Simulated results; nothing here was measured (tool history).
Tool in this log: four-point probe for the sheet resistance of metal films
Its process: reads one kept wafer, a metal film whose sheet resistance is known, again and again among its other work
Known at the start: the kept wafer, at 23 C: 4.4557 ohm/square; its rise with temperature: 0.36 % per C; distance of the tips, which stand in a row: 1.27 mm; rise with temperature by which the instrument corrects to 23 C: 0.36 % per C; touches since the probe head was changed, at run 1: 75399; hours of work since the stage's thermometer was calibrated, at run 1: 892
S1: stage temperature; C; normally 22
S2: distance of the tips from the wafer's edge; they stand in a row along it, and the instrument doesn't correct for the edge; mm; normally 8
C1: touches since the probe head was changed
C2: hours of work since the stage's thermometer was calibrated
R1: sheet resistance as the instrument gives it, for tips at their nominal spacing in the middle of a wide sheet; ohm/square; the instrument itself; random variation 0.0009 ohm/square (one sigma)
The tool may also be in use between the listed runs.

| run | day | S1 | S2 | C1 | C2 | R1 |
|---|---|---|---|---|---|---|
| 1 | 0.000 | 22 | 8 | 75399 | 892 | 4.507328 |
| 2 | 3.296 | 23 | 8 | 80320 | 951 | 4.507606 |
| 3 | 5.246 | 23 | 8 | 83236 | 986 | 4.505881 |
| 4 | 8.262 | 23 | 8 | 87742 | 1041 | 4.505819 |
| 5 | 11.221 | 23 | 8 | 92160 | 1094 | 4.505684 |
| 6 | 13.158 | 23 | 8 | 95051 | 1129 | 4.505612 |
| 7 | 15.738 | 30 | 7 | 98907 | 1175 | 4.522688 |
| 8 | 17.246 | 22 | 69 | 101159 | 1202 | 4.445225 |
| 9 | 18.817 | 22 | 69 | 103503 | 1230 | 4.446897 |
| 10 | 20.775 | 22 | 69 | 106431 | 1265 | 4.444008 |
| 11 | 23.958 | 22 | 69 | 111183 | 1323 | 4.442487 |

Each row is a separate what-if for the run after 11, all from the same tool condition, not one after another. Results?
| A | 25.425 | 25 | 21 | 113378 | 1349 | ? |
| B | 25.425 | 22 | 57 | 113378 | 1349 | ? |
| C | 25.425 | 21 | 8 | 113378 | 1349 | ? |
| D | 25.425 | 23 | 10 | 113378 | 1349 | ? |
| E | 25.425 | 21 | 6 | 113378 | 1349 | ? |

| run | R1 |
|---|---|
| A | 4.451037 |
| B | 4.445015 |
| C | 4.500949 |
| D | 4.480756 |
| E | 4.547150 |
Had the tool no hidden state, the same runs would have come out as:
| run | R1 |
|---|---|
| A | 4.464018 |
| B | 4.458038 |
| C | 4.514149 |
| D | 4.493859 |
| E | 4.560479 |

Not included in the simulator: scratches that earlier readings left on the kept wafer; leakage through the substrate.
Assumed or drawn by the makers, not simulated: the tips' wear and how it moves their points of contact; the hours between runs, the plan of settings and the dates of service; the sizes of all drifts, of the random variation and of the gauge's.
